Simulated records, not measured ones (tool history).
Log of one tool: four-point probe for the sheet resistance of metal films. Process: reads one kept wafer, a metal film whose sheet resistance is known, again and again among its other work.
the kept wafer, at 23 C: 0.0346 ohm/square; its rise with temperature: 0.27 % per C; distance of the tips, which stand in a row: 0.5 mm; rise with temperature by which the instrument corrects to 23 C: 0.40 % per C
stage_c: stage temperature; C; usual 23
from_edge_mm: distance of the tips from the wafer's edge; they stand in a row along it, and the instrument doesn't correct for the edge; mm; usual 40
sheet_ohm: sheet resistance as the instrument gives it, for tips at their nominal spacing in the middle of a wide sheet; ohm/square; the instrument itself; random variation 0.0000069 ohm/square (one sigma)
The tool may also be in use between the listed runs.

run 1 hour=0.0 | stage_c=23 from_edge_mm=40 | sheet_ohm=0.034629
run 2 hour=10.6 | stage_c=23 from_edge_mm=40 | sheet_ohm=0.034643
run 3 hour=20.2 | stage_c=23 from_edge_mm=40 | sheet_ohm=0.034639
run 4 hour=33.8 | stage_c=23 from_edge_mm=40 | sheet_ohm=0.034635
run 5 hour=41.3 | stage_c=23 from_edge_mm=40 | sheet_ohm=0.034624
run 6 hour=50.6 | stage_c=23 from_edge_mm=40 | sheet_ohm=0.034626
run 7 hour=58.8 | stage_c=23 from_edge_mm=40 | sheet_ohm=0.034636
run 8 hour=71.3 | stage_c=23 from_edge_mm=40 | sheet_ohm=0.034636
run 9 hour=84.0 | stage_c=23 from_edge_mm=9 | sheet_ohm=0.034686
run 10 hour=93.4 | stage_c=25 from_edge_mm=15 | sheet_ohm=0.034551
run 11 hour=105.2 | stage_c=25 from_edge_mm=15 | sheet_ohm=0.034563
run 12 hour=111.7 | stage_c=25 from_edge_mm=15 | sheet_ohm=0.034554
run 13 hour=120.2 | stage_c=32 from_edge_mm=25 | sheet_ohm=0.034230
run 14 hour=129.9 | stage_c=19 from_edge_mm=7 | sheet_ohm=0.034902
run 15 hour=144.2 | stage_c=29 from_edge_mm=43 | sheet_ohm=0.034357
run 16 hour=155.7 | stage_c=20 from_edge_mm=12 | sheet_ohm=0.034801
run 17 hour=167.5 | stage_c=22 from_edge_mm=33 | sheet_ohm=0.034674
run 18 hour=181.8 | stage_c=22 from_edge_mm=24 | sheet_ohm=0.034678

Forecast each of these 5 alternatives for the next run:
run A hour=197.1 | stage_c=30 from_edge_mm=15 | sheet_ohm=?
run B hour=197.1 | stage_c=22 from_edge_mm=10 | sheet_ohm=?
run C hour=197.1 | stage_c=29 from_edge_mm=8 | sheet_ohm=?
run D hour=197.1 | stage_c=26 from_edge_mm=37 | sheet_ohm=?
run E hour=197.1 | stage_c=26 from_edge_mm=43 | sheet_ohm=?

run=A sheet_ohm=0.034319
run=B sheet_ohm=0.034713
run=C sheet_ohm=0.034406
run=D sheet_ohm=0.034473
run=E sheet_ohm=0.034490
Without the tool's hidden state the same runs would have given:
run=A sheet_ohm=0.034305
run=B sheet_ohm=0.034699
run=C sheet_ohm=0.034391
run=D sheet_ohm=0.034459
run=E sheet_ohm=0.034476
